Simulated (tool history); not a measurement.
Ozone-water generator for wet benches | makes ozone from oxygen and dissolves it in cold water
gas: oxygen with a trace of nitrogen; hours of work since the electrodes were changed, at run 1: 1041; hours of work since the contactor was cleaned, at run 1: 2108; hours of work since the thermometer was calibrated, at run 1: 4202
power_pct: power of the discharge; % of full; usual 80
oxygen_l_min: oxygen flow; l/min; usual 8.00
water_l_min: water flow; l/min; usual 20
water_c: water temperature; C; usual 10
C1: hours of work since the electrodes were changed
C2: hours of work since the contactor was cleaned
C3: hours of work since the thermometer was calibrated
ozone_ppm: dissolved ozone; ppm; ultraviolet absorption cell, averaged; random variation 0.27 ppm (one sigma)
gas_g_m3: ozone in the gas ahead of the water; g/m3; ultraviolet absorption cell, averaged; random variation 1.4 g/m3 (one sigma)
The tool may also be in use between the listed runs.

run 1 hour=0.0 | power_pct=80 oxygen_l_min=8.00 water_l_min=20 water_c=10 | C1=1041 C2=2108 C3=4202 | ozone_ppm=42.1 gas_g_m3=264.0
-- hour=5.6 water thermometer calibrated
run 2 hour=94.2 | power_pct=80 oxygen_l_min=8.00 water_l_min=20 water_c=10 | C1=1103 C2=2169 C3=58 | ozone_ppm=42.6 gas_g_m3=264.5
run 3 hour=175.8 | power_pct=80 oxygen_l_min=8.00 water_l_min=20 water_c=10 | C1=1156 C2=2223 C3=111 | ozone_ppm=42.2 gas_g_m3=265.7
run 4 hour=249.6 | power_pct=80 oxygen_l_min=4.35 water_l_min=20 water_c=10 | C1=1204 C2=2271 C3=160 | ozone_ppm=40.0 gas_g_m3=359.7
run 5 hour=333.8 | power_pct=80 oxygen_l_min=8.00 water_l_min=20 water_c=17 | C1=1259 C2=2326 C3=215 | ozone_ppm=37.7 gas_g_m3=265.0
run 6 hour=419.5 | power_pct=80 oxygen_l_min=8.00 water_l_min=31 water_c=10 | C1=1316 C2=2382 C3=271 | ozone_ppm=29.1 gas_g_m3=265.9
run 7 hour=481.1 | power_pct=80 oxygen_l_min=8.00 water_l_min=31 water_c=10 | C1=1356 C2=2423 C3=311 | ozone_ppm=29.3 gas_g_m3=267.9
run 8 hour=563.9 | power_pct=80 oxygen_l_min=8.00 water_l_min=31 water_c=10 | C1=1410 C2=2477 C3=366 | ozone_ppm=29.5 gas_g_m3=266.3
run 9 hour=613.7 | power_pct=80 oxygen_l_min=8.57 water_l_min=20 water_c=10 | C1=1443 C2=2509 C3=398 | ozone_ppm=42.5 gas_g_m3=255.6
run 10 hour=666.0 | power_pct=80 oxygen_l_min=8.57 water_l_min=20 water_c=10 | C1=1477 C2=2544 C3=433 | ozone_ppm=42.0 gas_g_m3=256.1
run 11 hour=713.0 | power_pct=80 oxygen_l_min=8.57 water_l_min=20 water_c=10 | C1=1508 C2=2575 C3=463 | ozone_ppm=42.6 gas_g_m3=256.5
run 12 hour=813.4 | power_pct=80 oxygen_l_min=8.00 water_l_min=20 water_c=7 | C1=1574 C2=2640 C3=529 | ozone_ppm=44.5 gas_g_m3=266.5
run 13 hour=869.5 | power_pct=80 oxygen_l_min=8.00 water_l_min=20 water_c=12 | C1=1610 C2=2677 C3=566 | ozone_ppm=41.0 gas_g_m3=264.5
run 14 hour=943.6 | power_pct=80 oxygen_l_min=8.00 water_l_min=23 water_c=10 | C1=1659 C2=2726 C3=614 | ozone_ppm=38.1 gas_g_m3=267.3
run 15 hour=1034.4 | power_pct=59 oxygen_l_min=11.04 water_l_min=13 water_c=10 | C1=1718 C2=2785 C3=674 | ozone_ppm=45.7 gas_g_m3=192.5
run 16 hour=1112.3 | power_pct=80 oxygen_l_min=8.00 water_l_min=29 water_c=10 | C1=1769 C2=2836 C3=725 | ozone_ppm=31.2 gas_g_m3=266.2
run 17 hour=1154.8 | power_pct=80 oxygen_l_min=8.00 water_l_min=29 water_c=10 | C1=1797 C2=2864 C3=753 | ozone_ppm=31.3 gas_g_m3=268.5
run 18 hour=1205.0 | power_pct=80 oxygen_l_min=9.47 water_l_min=29 water_c=8 | C1=1830 C2=2897 C3=786 | ozone_ppm=32.3 gas_g_m3=246.3
run 19 hour=1289.6 | power_pct=80 oxygen_l_min=9.47 water_l_min=29 water_c=8 | C1=1885 C2=2952 C3=841 | ozone_ppm=32.5 gas_g_m3=249.6
run 20 hour=1390.2 | power_pct=83 oxygen_l_min=8.00 water_l_min=20 water_c=10 | C1=1951 C2=3018 C3=907 | ozone_ppm=43.4 gas_g_m3=274.1
run 21 hour=1487.8 | power_pct=83 oxygen_l_min=8.00 water_l_min=20 water_c=10 | C1=2015 C2=3082 C3=971 | ozone_ppm=43.1 gas_g_m3=277.5
run 22 hour=1535.0 | power_pct=80 oxygen_l_min=12.02 water_l_min=14 water_c=11 | C1=2046 C2=3113 C3=1002 | ozone_ppm=50.5 gas_g_m3=221.2
run 23 hour=1624.0 | power_pct=80 oxygen_l_min=11.21 water_l_min=25 water_c=8 | C1=2104 C2=3171 C3=1060 | ozone_ppm=36.9 gas_g_m3=228.8
run 24 hour=1708.0 | power_pct=80 oxygen_l_min=8.00 water_l_min=20 water_c=10 | C1=2159 C2=3226 C3=1115 | ozone_ppm=42.6 gas_g_m3=270.4
run 25 hour=1767.3 | power_pct=48 oxygen_l_min=8.00 water_l_min=20 water_c=10 | C1=2198 C2=3265 C3=1154 | ozone_ppm=31.7 gas_g_m3=205.4
run 26 hour=1816.9 | power_pct=59 oxygen_l_min=4.21 water_l_min=13 water_c=7 | C1=2231 C2=3297 C3=1186 | ozone_ppm=49.3 gas_g_m3=313.3
run 27 hour=1910.0 | power_pct=59 oxygen_l_min=4.21 water_l_min=13 water_c=7 | C1=2292 C2=3358 C3=1247 | ozone_ppm=49.7 gas_g_m3=310.6
run 28 hour=2005.3 | power_pct=59 oxygen_l_min=8.15 water_l_min=13 water_c=7 | C1=2354 C2=3421 C3=1310 | ozone_ppm=50.7 gas_g_m3=226.5

Forecast each of these 4 alternatives for the next run:
run A hour=2085.0 | power_pct=71 oxygen_l_min=8.15 water_l_min=19 water_c=7 | C1=2406 C2=3473 C3=1362 | ozone_ppm=? gas_g_m3=?
run B hour=2085.0 | power_pct=80 oxygen_l_min=8.00 water_l_min=20 water_c=5 | C1=2406 C2=3473 C3=1362 | ozone_ppm=? gas_g_m3=?
run C hour=2085.0 | power_pct=95 oxygen_l_min=8.00 water_l_min=20 water_c=16 | C1=2406 C2=3473 C3=1362 | ozone_ppm=? gas_g_m3=?
run D hour=2085.0 | power_pct=80 oxygen_l_min=8.00 water_l_min=18 water_c=10 | C1=2406 C2=3473 C3=1362 | ozone_ppm=? gas_g_m3=?

run=A ozone_ppm=43.4 gas_g_m3=248.9
run=B ozone_ppm=45.4 gas_g_m3=273.2
run=C ozone_ppm=42.1 gas_g_m3=299.5
run=D ozone_ppm=45.7 gas_g_m3=270.8
Without the tool's hidden state the same runs would have given:
run=A ozone_ppm=43.5 gas_g_m3=242.4
run=B ozone_ppm=45.5 gas_g_m3=265.9
run=C ozone_ppm=42.2 gas_g_m3=291.7
run=D ozone_ppm=45.8 gas_g_m3=263.6
